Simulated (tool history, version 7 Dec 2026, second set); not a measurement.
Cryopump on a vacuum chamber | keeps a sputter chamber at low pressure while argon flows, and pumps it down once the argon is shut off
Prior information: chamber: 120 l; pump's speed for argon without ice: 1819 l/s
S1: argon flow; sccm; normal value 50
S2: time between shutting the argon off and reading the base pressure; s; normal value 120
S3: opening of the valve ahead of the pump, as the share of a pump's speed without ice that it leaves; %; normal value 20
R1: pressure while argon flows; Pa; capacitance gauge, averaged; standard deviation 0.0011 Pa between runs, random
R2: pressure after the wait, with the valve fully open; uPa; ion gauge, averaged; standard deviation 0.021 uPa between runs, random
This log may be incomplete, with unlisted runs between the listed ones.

run,hour,S1,S2,S3,R1,R2
1,0.0,50,120,20,0.2402,0.57
2,44.7,50,120,20,0.2402,0.60
3,84.8,50,120,20,0.2421,0.64
4,123.8,50,120,20,0.2409,0.62
5,147.9,50,120,20,0.2419,0.59
6,183.1,28,120,20,0.1356,0.63
# hour 226.8: pump warmed up, emptied and cooled again
7,237.0,28,120,20,0.1303,0.51
8,271.3,28,120,20,0.1322,0.52
9,308.4,28,120,20,0.1316,0.58
10,336.8,28,120,20,0.1305,0.57
11,372.3,50,120,25,0.1862,0.60
12,394.4,50,120,25,0.1870,0.58
13,418.7,50,120,25,0.1884,0.63
14,454.1,50,120,25,0.1877,0.58
15,485.2,50,120,25,0.1888,0.59
16,505.9,50,120,25,0.1889,0.62
17,544.6,50,120,20,0.2355,0.61
18,585.4,27,120,48,0.0533,0.62
19,636.3,36,61,49,0.0712,0.84
20,666.3,36,61,49,0.0701,0.82
21,690.7,36,61,20,0.1691,0.81
22,715.4,50,120,28,0.1692,0.66
23,753.9,47,300,50,0.0910,0.57
24,784.7,80,120,20,0.3794,0.69
25,808.1,24,120,15,0.1488,0.68
26,834.2,28,120,15,0.1755,0.66
27,872.4,50,72,27,0.1754,0.80
28,905.4,34,41,35,0.0932,1.07
29,946.5,57,41,29,0.1897,1.14
30,968.2,22,120,20,0.1050,0.71
31,1002.6,75,121,56,0.1312,0.74
32,1027.0,75,121,56,0.1310,0.70
33,1057.3,83,121,38,0.2116,0.72

What if the next run were any one of these 5? Each begins from the tool's condition after run 33:
A,1101.1,50,120,26,?,?
B,1101.1,53,121,22,?,?
C,1101.1,83,279,38,?,?
D,1101.1,83,121,26,?,?
E,1101.1,50,39,20,?,?

run,R1,R2
A,0.1838,0.76
B,0.2296,0.69
C,0.2119,0.64
D,0.3065,0.74
E,0.2374,1.10
Stripped of hidden state, with their random variation kept, the same runs would have yielded:
run,R1,R2
A,0.1784,0.38
B,0.2239,0.31
C,0.2030,0.25
D,0.2975,0.35
E,0.2321,0.72

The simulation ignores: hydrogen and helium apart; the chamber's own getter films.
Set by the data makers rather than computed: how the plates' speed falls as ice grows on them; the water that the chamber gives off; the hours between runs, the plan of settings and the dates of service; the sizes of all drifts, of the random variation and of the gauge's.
